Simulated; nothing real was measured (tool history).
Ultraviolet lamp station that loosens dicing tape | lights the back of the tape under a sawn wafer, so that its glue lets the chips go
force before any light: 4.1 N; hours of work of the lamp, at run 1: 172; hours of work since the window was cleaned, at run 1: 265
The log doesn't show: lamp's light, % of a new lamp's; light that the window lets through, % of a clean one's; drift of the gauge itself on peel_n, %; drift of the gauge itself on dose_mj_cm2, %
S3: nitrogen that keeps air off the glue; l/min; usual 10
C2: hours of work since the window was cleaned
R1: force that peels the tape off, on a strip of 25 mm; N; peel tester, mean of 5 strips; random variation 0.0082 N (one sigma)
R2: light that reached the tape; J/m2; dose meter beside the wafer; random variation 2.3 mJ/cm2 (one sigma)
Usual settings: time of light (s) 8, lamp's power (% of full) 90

run 1 day=0 | time_of_light_(s)=8 lamp's_power_(%_of_full)=90 S3=10 | hours_of_work_of_the_lamp=172 C2=265 | R1=0.383 R2=1950
run 2 day=0.421 | time_of_light_(s)=8 lamp's_power_(%_of_full)=90 S3=10 | hours_of_work_of_the_lamp=178 C2=271 | R1=0.382 R2=1960
run 3 day=1.112 | time_of_light_(s)=8 lamp's_power_(%_of_full)=90 S3=10 | hours_of_work_of_the_lamp=188 C2=281 | R1=0.41 R2=1980
run 4 day=1.592 | time_of_light_(s)=9 lamp's_power_(%_of_full)=90 S3=10 | hours_of_work_of_the_lamp=195 C2=288 | R1=0.344 R2=2210
run 5 day=2.292 | time_of_light_(s)=9 lamp's_power_(%_of_full)=90 S3=10 | hours_of_work_of_the_lamp=205 C2=299 | R1=0.322 R2=2200
run 6 day=2.617 | time_of_light_(s)=9 lamp's_power_(%_of_full)=90 S3=10 | hours_of_work_of_the_lamp=210 C2=303 | R1=0.339 R2=2170

The next listed run, before its measurement:
run 7 day=3.208 | time_of_light_(s)=8 lamp's_power_(%_of_full)=67 S3=3 | hours_of_work_of_the_lamp=219 C2=312 | R1=? R2=?

R1: 1.225 N
R2: 1450 J/m2
Without the tool's hidden state the same run would have given R1 1.023 N, R2 1680 J/m2.
